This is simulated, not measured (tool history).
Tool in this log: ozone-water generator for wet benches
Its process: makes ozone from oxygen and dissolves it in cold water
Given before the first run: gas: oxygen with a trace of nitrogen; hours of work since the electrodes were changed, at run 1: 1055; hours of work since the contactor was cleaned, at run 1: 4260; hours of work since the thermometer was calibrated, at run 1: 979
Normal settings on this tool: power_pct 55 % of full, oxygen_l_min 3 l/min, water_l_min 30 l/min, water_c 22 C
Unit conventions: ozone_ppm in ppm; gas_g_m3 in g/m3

run,hour,power_pct,oxygen_l_min,water_l_min,water_c,hours of work since the electrodes were changed,hours of work since the contactor was cleaned,hours of work since the thermometer was calibrated,ozone_ppm,gas_g_m3
1,0,55,3,30,22,1055,4260,979,7.8,137.2
2,47,55,3,30,22,1093,4298,1017,7.7,134.9
3,113.1,55,3,30,22,1147,4352,1071,7.5,135.1
4,201.7,55,3,30,22,1218,4424,1143,7.8,134.6
5,270.7,55,3,30,22,1274,4479,1198,7.6,135.7
6,320.2,55,3,30,22,1314,4519,1238,7.7,136.7
7,401.3,55,3,30,22,1380,4585,1304,7.6,134.7
8,481.1,55,3,30,22,1445,4650,1369,7.8,137.1
# hour 492.5: contactor cleaned
9,550.5,44,3,30,22,1498,47,1422,6.2,112.6
10,622.8,55,3,30,22,1556,106,1480,7.4,136.4
# hour 680.4: contactor cleaned, once more
11,716.3,55,3,30,22,1629,29,1553,8,134.6
12,805.7,55,3,30,22,1701,102,1625,8.1,133.2
13,843.9,66,4.21,30,22,1732,132,1656,9.7,130
14,896.1,55,3,20,22,1774,175,1698,11.3,133.3
15,953.5,55,3,20,22,1821,221,1745,11.3,134.5
16,994.9,55,3,30,15,1854,255,1778,8.4,133.8
17,1074,55,3,27,19,1918,319,1842,8.5,132.6
18,1161.9,55,2.58,32,29,1990,390,1914,6.8,145.8
19,1245.3,55,2.58,42,29,2057,458,1981,5,145.9
20,1329.4,48,2.58,42,15,2125,526,2049,5.1,129.8
21,1370.4,48,2.58,47,15,2158,559,2082,4.6,129.6
22,1409.2,55,3,30,20,2190,590,2114,8.1,133
23,1491.3,47,2.29,39,25,2256,657,2180,5,135.8
24,1561.3,73,3.18,29,25,2313,713,2237,9.9,162.6

Here are 5 independent what-if runs from the current tool condition. What would each one return?
A,1630,55,4.7,30,22,2369,769,2293,?,?
B,1630,73,1.63,23,15,2369,769,2293,?,?
C,1630,73,3.06,29,15,2369,769,2293,?,?
D,1630,50,1.5,29,22,2369,769,2293,?,?
E,1630,65,2.77,29,24,2369,769,2293,?,?

run,ozone_ppm,gas_g_m3
A,8.3,102.7
B,11.6,236.6
C,10.7,166.6
D,6.3,179.2
E,8.9,158.2
With no hidden state in the tool, these same runs would have given:
run,ozone_ppm,gas_g_m3
A,8.8,107.6
B,12.4,251.5
C,11.5,177.1
D,6.6,186.9
E,9.5,167.2
